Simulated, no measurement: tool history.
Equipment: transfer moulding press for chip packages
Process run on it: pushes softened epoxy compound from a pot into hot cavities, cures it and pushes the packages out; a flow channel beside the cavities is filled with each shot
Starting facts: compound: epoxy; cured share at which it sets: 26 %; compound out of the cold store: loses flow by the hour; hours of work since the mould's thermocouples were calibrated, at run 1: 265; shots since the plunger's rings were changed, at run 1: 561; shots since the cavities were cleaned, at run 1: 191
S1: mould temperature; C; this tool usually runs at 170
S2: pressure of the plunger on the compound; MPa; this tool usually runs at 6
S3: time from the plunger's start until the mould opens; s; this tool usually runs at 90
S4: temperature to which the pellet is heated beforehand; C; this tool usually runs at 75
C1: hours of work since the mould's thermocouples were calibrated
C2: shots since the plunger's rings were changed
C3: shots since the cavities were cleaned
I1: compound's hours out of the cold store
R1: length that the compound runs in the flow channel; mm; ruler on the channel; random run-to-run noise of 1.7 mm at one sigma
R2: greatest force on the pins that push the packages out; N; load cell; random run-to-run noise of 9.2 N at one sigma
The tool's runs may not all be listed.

run	hour	S1	S2	S3	S4	C1	C2	C3	I1	R1	R2
1	0	170	6	90	75	265	561	191	45	567	395
2	31.7	170	6	84	75	289	998	628	8.1	654	477
# hour 42.7: cavities cleaned with cleaning compound and waxed
3	62.8	170	6	117	75	311	1406	277	42	572	321
4	96.1	170	6	117	75	336	1865	736	46.5	562	339
# hour 100.2: cavities cleaned with cleaning compound and waxed
5	116.3	170	7.01	90	75	350	2122	222	28.2	652	408
6	135.2	170	7.01	90	75	364	2383	483	35.5	634	400
# hour 156.3: cavities cleaned with cleaning compound and waxed
7	167.6	170	5.85	90	75	387	2809	156	25.1	600	378
8	194.9	170	5.85	90	75	408	3186	533	19.4	614	395
# hour 211.8: cavities cleaned with cleaning compound and waxed
9	221.6	170	5.85	90	75	426	3532	135	36.2	578	405
10	236.8	170	6	105	75	438	3741	344	17	628	344
11	251.8	170	6	105	75	449	3948	551	25.5	608	362
# hour 264.1: plunger's sealing rings changed
# hour 270: cavities cleaned with cleaning compound and waxed
12	289.5	170	6	105	75	474	329	269	12	645	349
13	303.9	170	6	105	75	485	527	467	8.9	652	361
14	322.9	170	6	90	75	499	789	729	44.8	566	407
# hour 327.1: cavities cleaned with cleaning compound and waxed
15	339.1	166	6	113	75	510	992	165	21.3	625	348
16	360.3	166	6	113	75	526	1283	456	20.5	631	354
# hour 384.5: cavities cleaned with cleaning compound and waxed
17	386.9	166	6	113	75	545	1629	32	30.7	605	347
18	418.9	173	5.41	81	75	569	2071	474	19.4	586	433
# hour 442: cavities cleaned with cleaning compound and waxed
19	445.5	170	5.87	128	74	587	2416	47	45.3	559	344
20	479.3	170	5.87	95	66	613	2883	514	31	590	378
# hour 499.2: cavities cleaned with cleaning compound and waxed
21	514.8	177	6	117	67	638	3351	215	39.7	570	311
22	536.6	177	6	117	67	654	3652	516	12.4	631	339
# hour 547: mould's thermocouples calibrated
# hour 558.2: cavities cleaned with cleaning compound and waxed
23	562.7	177	6	117	67	11	3963	62	22.3	608	326
# hour 575.7: plunger's sealing rings changed
24	591.9	170	6	117	70	31	223	430	10	647	345
# hour 617.3: cavities cleaned with cleaning compound and waxed
25	618.3	170	5.38	90	70	49	565	14	38.6	553	408
26	645.7	162	6.26	90	78	70	943	392	46	588	608
# hour 672.6: cavities cleaned with cleaning compound and waxed
27	675.6	162	6.26	90	78	91	1335	42	28.8	629	646
28	708.8	164	6.84	92	81	116	1792	499	20.1	673	548

3 ways to go on from here, each from the tool as it stands after run 28. What would each give?
# hour 729.7: cavities cleaned with cleaning compound and waxed
A	737.2	170	4.6	90	75	136	2164	104	12.2	?	?
# hour 729.7: cavities cleaned with cleaning compound and waxed
B	737.2	174	5.09	97	75	136	2164	104	8.2	?	?
# hour 729.7: cavities cleaned with cleaning compound and waxed
C	737.2	170	6	87	71	136	2164	104	30.4	?	?

run	R1	R2
A	561	419
B	596	334
C	602	422
Had the tool no hidden state, the same runs would have come out as:
run	R1	R2
A	562	418
B	596	333
C	602	420
